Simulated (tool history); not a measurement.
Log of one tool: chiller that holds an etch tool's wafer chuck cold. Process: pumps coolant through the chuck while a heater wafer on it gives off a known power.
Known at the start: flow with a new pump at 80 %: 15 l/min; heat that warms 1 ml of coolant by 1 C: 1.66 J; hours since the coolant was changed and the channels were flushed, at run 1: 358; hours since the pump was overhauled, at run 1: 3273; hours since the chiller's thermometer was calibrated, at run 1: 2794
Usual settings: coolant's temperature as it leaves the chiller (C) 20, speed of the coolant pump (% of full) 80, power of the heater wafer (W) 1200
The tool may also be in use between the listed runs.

run    hour  coolant's temperature as it leaves the chiller (C)  speed of the coolant pump (% of full)  power of the heater wafer (W)  hours since the coolant was changed and the channels were flushed  hours since the pump was overhauled  hours since the chiller's thermometer was calibrated  chuck's temperature once it has settled (C)  how much warmer the coolant comes back (C)
  1       0                                                  20                                     80                           1200                                                                358                                 3273                                                  2794                                         27.6                                        3.03
  2      79                                                  20                                     80                           1200                                                                437                                 3352                                                  2873                                         27.4                                        3.02
  3   128.7                                                  20                                     80                           1201                                                                487                                 3402                                                  2922                                         27.7                                        3.07
  4   186.8                                                  20                                     62                           1200                                                                545                                 3460                                                  2980                                         29.4                                        3.94
  5   230.3                                                  20                                     80                           1595                                                                589                                 3504                                                  3024                                         30.2                                        4.09
  6   276.8                                                  20                                     68                           1595                                                                635                                 3550                                                  3070                                         31.7                                        4.79
  7   314.4                                                  20                                     68                           1595                                                                673                                 3588                                                  3108                                           32                                        4.74
  8   356.1                                                  20                                     68                           1595                                                                715                                 3630                                                  3150                                         31.9                                        4.78
  9   419.3                                                  20                                     80                           1130                                                                778                                 3693                                                  3213                                         27.2                                        2.91
 10   461.2                                                  20                                     80                           1130                                                                820                                 3735                                                  3255                                         27.2                                        2.88
 11     547                                                  20                                     80                           1130                                                                905                                 3820                                                  3341                                         27.2                                         2.9
 12   582.6                                                  20                                     80                           1130                                                                941                                 3856                                                  3376                                         27.1                                        2.89
 13   657.3                                                  20                                     80                           1130                                                               1016                                 3931                                                  3451                                         27.3                                         2.9
 14   740.6                                                  20                                     80                           1130                                                               1099                                 4014                                                  3534                                         27.2                                        2.85
 15   794.5                                                  20                                     80                           1130                                                               1153                                 4068                                                  3588                                         27.3                                        2.95
 16   840.4                                                  20                                     80                           1130                                                               1199                                 4114                                                  3634                                         27.2                                        2.88
 17   875.4                                                  20                                     69                           1130                                                               1234                                 4149                                                  3669                                         28.3                                        3.32
        887  -- coolant pump overhauled
 18   917.1                                                  23                                     78                            798                                                               1271                                   30                                                  3706                                         28.3                                        2.15
 19   977.6                                                  19                                     64                           1329                                                               1331                                   91                                                  3766                                         30.1                                        4.46
 20  1031.6                                                  19                                     83                           1275                                                               1385                                  145                                                  3820                                         27.4                                        3.33
 21  1088.8                                                  19                                     83                           1275                                                               1442                                  202                                                  3877                                         27.2                                        3.32
 22    1166                                                  12                                     92                            831                                                               1519                                  279                                                  3955                                           17                                        1.93
 23  1206.6                                                  12                                     92                            831                                                               1560                                  320                                                  3995                                           17                                        1.96
 24  1277.9                                                  12                                     92                            831                                                               1631                                  391                                                  4067                                         16.9                                        1.97
       1320  -- coolant pump overhauled, once more
 25  1331.1                                                  28                                     80                           1653                                                               1680                                   11                                                  4115                                         38.3                                        3.96
 26  1388.4                                                  12                                     80                            905                                                               1737                                   68                                                  4172                                         17.5                                        2.15
 27  1444.7                                                  26                                     63                            641                                                               1793                                  125                                                  4228                                         30.5                                        1.95
 28  1504.4                                                  28                                     69                           1407                                                               1853                                  184                                                  4288                                         37.9                                        3.96
 29  1552.9                                                  19                                     88                           1091                                                               1901                                  233                                                  4337                                         25.1                                        2.39
 30  1589.4                                                  12                                     74                            762                                                               1938                                  269                                                  4373                                           17                                        1.93
 31  1648.8                                                  12                                     74                            762                                                               1997                                  329                                                  4432                                         16.9                                        2.05
 32  1727.5                                                  12                                     74                            762                                                               2076                                  407                                                  4511                                         16.8                                        1.99
     1759.1  -- chiller's thermometer calibrated
 33  1791.9                                                  12                                     95                            762                                                               2139                                  471                                                    33                                         16.4                                        1.56

3 ways to go on from here, each from the tool as it stands after run 33. What would each give?
  A  1851.5                                                  21                                     69                           1200                                                               2199                                  530                                                    92                                            ?                                           ?
  B  1851.5                                                  30                                     80                           1200                                                               2199                                  530                                                    92                                            ?                                           ?
  C  1851.5                                                  20                                     95                            762                                                               2199                                  530                                                    92                                            ?                                           ?

run  chuck's temperature once it has settled (C)  how much warmer the coolant comes back (C)
  A                                         30.1                                        3.32
  B                                           38                                        2.89
  C                                         24.6                                        1.53
Without the tool's hidden state the same runs would have given:
run  chuck's temperature once it has settled (C)  how much warmer the coolant comes back (C)
  A                                         29.5                                         3.3
  B                                         37.4                                        2.87
  C                                         24.3                                        1.52
